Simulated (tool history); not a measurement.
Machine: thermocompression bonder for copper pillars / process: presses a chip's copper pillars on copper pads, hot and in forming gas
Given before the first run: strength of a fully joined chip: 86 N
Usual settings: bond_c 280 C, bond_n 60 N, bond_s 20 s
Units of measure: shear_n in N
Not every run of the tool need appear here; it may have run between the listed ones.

{"run": 1, "day": 0.0, "bond_c": 280, "bond_n": 60, "bond_s": 20, "shear_n": 57.1}
{"day": 0.958, "done": "forming gas filter changed"}
{"run": 2, "day": 1.625, "bond_c": 280, "bond_n": 60, "bond_s": 20, "shear_n": 61.2}
{"run": 3, "day": 3.942, "bond_c": 280, "bond_n": 60, "bond_s": 20, "shear_n": 60.2}
{"run": 4, "day": 5.479, "bond_c": 280, "bond_n": 60, "bond_s": 13, "shear_n": 54.1}
{"run": 5, "day": 6.867, "bond_c": 280, "bond_n": 60, "bond_s": 13, "shear_n": 52.0}
{"run": 6, "day": 8.254, "bond_c": 280, "bond_n": 60, "bond_s": 13, "shear_n": 52.3}
{"run": 7, "day": 9.662, "bond_c": 280, "bond_n": 60, "bond_s": 20, "shear_n": 58.2}
{"run": 8, "day": 11.992, "bond_c": 280, "bond_n": 60, "bond_s": 30, "shear_n": 64.4}
{"run": 9, "day": 14.071, "bond_c": 280, "bond_n": 60, "bond_s": 30, "shear_n": 63.3}
{"run": 10, "day": 15.642, "bond_c": 280, "bond_n": 60, "bond_s": 30, "shear_n": 64.2}
{"run": 11, "day": 17.083, "bond_c": 280, "bond_n": 63, "bond_s": 30, "shear_n": 65.6}
{"day": 18.046, "done": "forming gas filter changed"}
{"run": 12, "day": 18.8, "bond_c": 280, "bond_n": 63, "bond_s": 30, "shear_n": 68.4}
{"run": 13, "day": 21.033, "bond_c": 280, "bond_n": 60, "bond_s": 20, "shear_n": 60.6}
{"run": 14, "day": 22.908, "bond_c": 280, "bond_n": 60, "bond_s": 20, "shear_n": 59.6}
{"run": 15, "day": 23.975, "bond_c": 280, "bond_n": 60, "bond_s": 31, "shear_n": 64.8}
{"run": 16, "day": 26.446, "bond_c": 280, "bond_n": 60, "bond_s": 31, "shear_n": 65.1}
{"run": 17, "day": 28.592, "bond_c": 280, "bond_n": 60, "bond_s": 22, "shear_n": 60.0}
{"run": 18, "day": 30.704, "bond_c": 280, "bond_n": 60, "bond_s": 22, "shear_n": 59.7}
{"run": 19, "day": 31.988, "bond_c": 280, "bond_n": 78, "bond_s": 20, "shear_n": 67.1}
{"run": 20, "day": 33.242, "bond_c": 280, "bond_n": 60, "bond_s": 20, "shear_n": 58.8}
{"run": 21, "day": 35.054, "bond_c": 256, "bond_n": 45, "bond_s": 20, "shear_n": 36.3}
{"day": 35.179, "done": "forming gas filter changed"}
{"run": 22, "day": 37.488, "bond_c": 288, "bond_n": 62, "bond_s": 20, "shear_n": 65.9}
{"run": 23, "day": 39.604, "bond_c": 263, "bond_n": 84, "bond_s": 18, "shear_n": 67.8}
{"run": 24, "day": 41.038, "bond_c": 263, "bond_n": 84, "bond_s": 18, "shear_n": 66.6}
{"run": 25, "day": 42.538, "bond_c": 254, "bond_n": 60, "bond_s": 26, "shear_n": 54.1}
{"run": 26, "day": 43.883, "bond_c": 254, "bond_n": 60, "bond_s": 26, "shear_n": 53.2}
{"run": 27, "day": 46.408, "bond_c": 268, "bond_n": 62, "bond_s": 38, "shear_n": 65.8}
{"run": 28, "day": 48.329, "bond_c": 268, "bond_n": 62, "bond_s": 38, "shear_n": 64.6}
{"run": 29, "day": 50.633, "bond_c": 268, "bond_n": 62, "bond_s": 38, "shear_n": 62.2}
{"day": 52.296, "done": "forming gas filter changed"}
{"run": 30, "day": 52.296, "bond_c": 284, "bond_n": 49, "bond_s": 20, "shear_n": 53.4}
{"run": 31, "day": 53.333, "bond_c": 251, "bond_n": 38, "bond_s": 20, "shear_n": 31.9}
{"day": 53.729, "done": "heater calibrated with a thermocouple chip"}
{"run": 32, "day": 55.038, "bond_c": 251, "bond_n": 88, "bond_s": 22, "shear_n": 70.7}
{"run": 33, "day": 56.971, "bond_c": 304, "bond_n": 57, "bond_s": 45, "shear_n": 78.4}
{"run": 34, "day": 58.717, "bond_c": 304, "bond_n": 57, "bond_s": 45, "shear_n": 76.0}
{"day": 60.975, "done": "force cell calibrated"}
{"run": 35, "day": 60.975, "bond_c": 271, "bond_n": 86, "bond_s": 31, "shear_n": 76.6}
{"run": 36, "day": 62.758, "bond_c": 309, "bond_n": 41, "bond_s": 11, "shear_n": 43.1}
{"run": 37, "day": 65.071, "bond_c": 309, "bond_n": 82, "bond_s": 32, "shear_n": 78.7}
{"run": 38, "day": 66.821, "bond_c": 309, "bond_n": 82, "bond_s": 32, "shear_n": 79.3}
{"run": 39, "day": 68.667, "bond_c": 285, "bond_n": 60, "bond_s": 37, "shear_n": 67.1}

Alternative continuations, all from the tool just after run 39; predict every row:
{"day": 69.558, "done": "forming gas filter changed"}
{"run": "A", "day": 69.908, "bond_c": 295, "bond_n": 46, "bond_s": 56, "shear_n": "?"}
{"day": 69.558, "done": "forming gas filter changed"}
{"run": "B", "day": 69.908, "bond_c": 254, "bond_n": 60, "bond_s": 20, "shear_n": "?"}
{"day": 69.558, "done": "forming gas filter changed"}
{"run": "C", "day": 69.908, "bond_c": 299, "bond_n": 60, "bond_s": 37, "shear_n": "?"}

run=A shear_n=71.2
run=B shear_n=50.5
run=C shear_n=75.2
With the hidden condition removed and each run's random variation left untouched, the same runs would have given:
run=A shear_n=71.4
run=B shear_n=50.7
run=C shear_n=75.4
